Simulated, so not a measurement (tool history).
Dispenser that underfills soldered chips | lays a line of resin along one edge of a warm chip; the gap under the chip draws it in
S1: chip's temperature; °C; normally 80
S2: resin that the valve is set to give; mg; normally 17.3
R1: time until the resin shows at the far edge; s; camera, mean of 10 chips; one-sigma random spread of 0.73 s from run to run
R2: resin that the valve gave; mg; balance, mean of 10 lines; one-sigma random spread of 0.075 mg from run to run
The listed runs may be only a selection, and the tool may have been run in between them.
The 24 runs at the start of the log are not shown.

Run 25, hour 104.9: usual settings but S2 19.3 mg. Result: R1 89.0 s, R2 18.81 mg.
At hour 107.1: new syringe of resin.
Run 26, hour 110.7: usual settings but S1 88 °C, S2 19.6 mg. Result: R1 60.6 s, R2 19.04 mg.
At hour 113.9: dispensing valve cleaned and set on the balance.
Run 27, hour 116.1: usual settings but S2 21.4 mg. Result: R1 91.5 s, R2 21.43 mg.
At hour 117.2: new syringe of resin.
Run 28, hour 119.8: usual settings but S1 74 °C, S2 16.7 mg. Result: R1 87.1 s, R2 16.64 mg.
Run 29, hour 122.9: usual settings but S1 95 °C, S2 15.3 mg. Result: R1 57.3 s, R2 15.11 mg.
Run 30, hour 125.3: usual settings but S1 93 °C, S2 16.8 mg. Result: R1 66.4 s, R2 16.64 mg.
At hour 126.2: new syringe of resin.
Run 31, hour 130.3: usual settings but S1 75 °C, S2 16.7 mg. Result: R1 90.6 s, R2 16.55 mg.
At hour 135.2: new syringe of resin.
Run 32, hour 135.2: usual settings but S1 75 °C, S2 16.7 mg. Result: R1 75.9 s, R2 16.49 mg.
Run 33, hour 138.1: usual settings but S1 87 °C, S2 15.3 mg. Result: R1 63.7 s, R2 15.09 mg.
Run 34, hour 141.2: usual settings but S1 87 °C, S2 15.3 mg. Result: R1 71.1 s, R2 14.98 mg.
At hour 144.1: new syringe of resin.
Run 35, hour 145.0: usual settings but S1 67 °C, S2 17.7 mg. Result: R1 100.6 s, R2 17.30 mg.

5 ways to go on from here, each from the tool as it stands after run 35. What would each give?
Run A, hour 150.8: usual settings but S1 93 °C, S2 22.3 mg. Result: R1 ?, R2 ?.
Run B, hour 150.8: usual settings but S1 89 °C, S2 15.8 mg. Result: R1 ?, R2 ?.
Run C, hour 150.8: usual settings but S1 77 °C, S2 18.0 mg. Result: R1 ?, R2 ?.
Run D, hour 150.8: usual settings but S1 67 °C, S2 17.7 mg. Result: R1 ?, R2 ?.
Run E, hour 150.8: usual settings but S1 76 °C. Result: R1 ?, R2 ?.

run     R1     R2
  A   61.2  21.81
  B   70.3  15.47
  C   96.1  17.74
  D  130.7  17.33
  E  101.0  16.98
Without the tool's unlogged condition, the same runs would have read:
run    R1     R2
  A  45.2  22.22
  B  51.7  15.77
  C  70.9  18.08
  D  96.6  17.66
  E  74.7  17.30
